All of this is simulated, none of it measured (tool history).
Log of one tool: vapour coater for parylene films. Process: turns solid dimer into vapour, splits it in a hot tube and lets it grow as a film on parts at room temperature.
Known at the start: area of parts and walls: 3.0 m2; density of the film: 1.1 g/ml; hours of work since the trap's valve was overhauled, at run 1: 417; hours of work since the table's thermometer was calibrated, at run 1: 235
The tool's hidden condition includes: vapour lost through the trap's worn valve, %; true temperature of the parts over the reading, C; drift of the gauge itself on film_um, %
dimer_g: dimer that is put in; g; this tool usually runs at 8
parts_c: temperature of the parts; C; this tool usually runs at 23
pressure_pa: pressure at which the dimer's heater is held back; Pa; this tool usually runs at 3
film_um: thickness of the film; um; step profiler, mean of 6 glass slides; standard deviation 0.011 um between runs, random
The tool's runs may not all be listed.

run,hour,dimer_g,parts_c,pressure_pa,hours of work since the trap's valve was overhauled,hours of work since the table's thermometer was calibrated,film_um
1,0,8,23,3,417,235,1.83
2,10.9,8,23,3,423,240,1.84
3,26.9,8,23,3,430,248,1.85
4,45.5,8,23,3,439,257,1.86
5,56.5,8,23,3,445,262,1.85
6,70.1,8,23,3,452,269,1.84
7,83.9,8,23,3,458,276,1.85
# hour 98.2: trap's valve overhauled
8,99.6,8,23,3,1,281,1.86
9,110.1,8,23,3,6,286,1.85
10,123.9,10,23,3,13,293,2.34
11,140.1,10,23,3,20,301,2.32
12,161.4,10,23,3,31,311,2.33
13,184.8,8,17,4.33,42,323,2.37
14,196.9,5,28,8.47,48,329,0.84
15,213.1,5,28,8.47,56,337,0.86
16,223.8,3,34,3.55,61,342,0.42
17,234.1,5,15,10.38,66,347,1.5
18,253,5,15,10.38,75,356,1.51
19,272.7,5,15,10.38,85,366,1.51
20,288.9,7,24,3.03,93,374,1.55
21,301.1,8,21,3.08,99,380,2.04
22,321.4,4,18,2.07,109,390,1.2
23,342.7,4,18,2.07,119,400,1.2
24,361.7,4,18,2.07,129,409,1.2

Across each entry between runs, compare the hidden state at the last listed run before it with the hidden state at the first listed run after it:
From run 7 to run 8: trap's valve overhauled (hour 98.2)
  vapour lost through the trap's worn valve, %: 0.4 -> 0; drift of the gauge itself on film_um, %: 0.41 -> 0.47

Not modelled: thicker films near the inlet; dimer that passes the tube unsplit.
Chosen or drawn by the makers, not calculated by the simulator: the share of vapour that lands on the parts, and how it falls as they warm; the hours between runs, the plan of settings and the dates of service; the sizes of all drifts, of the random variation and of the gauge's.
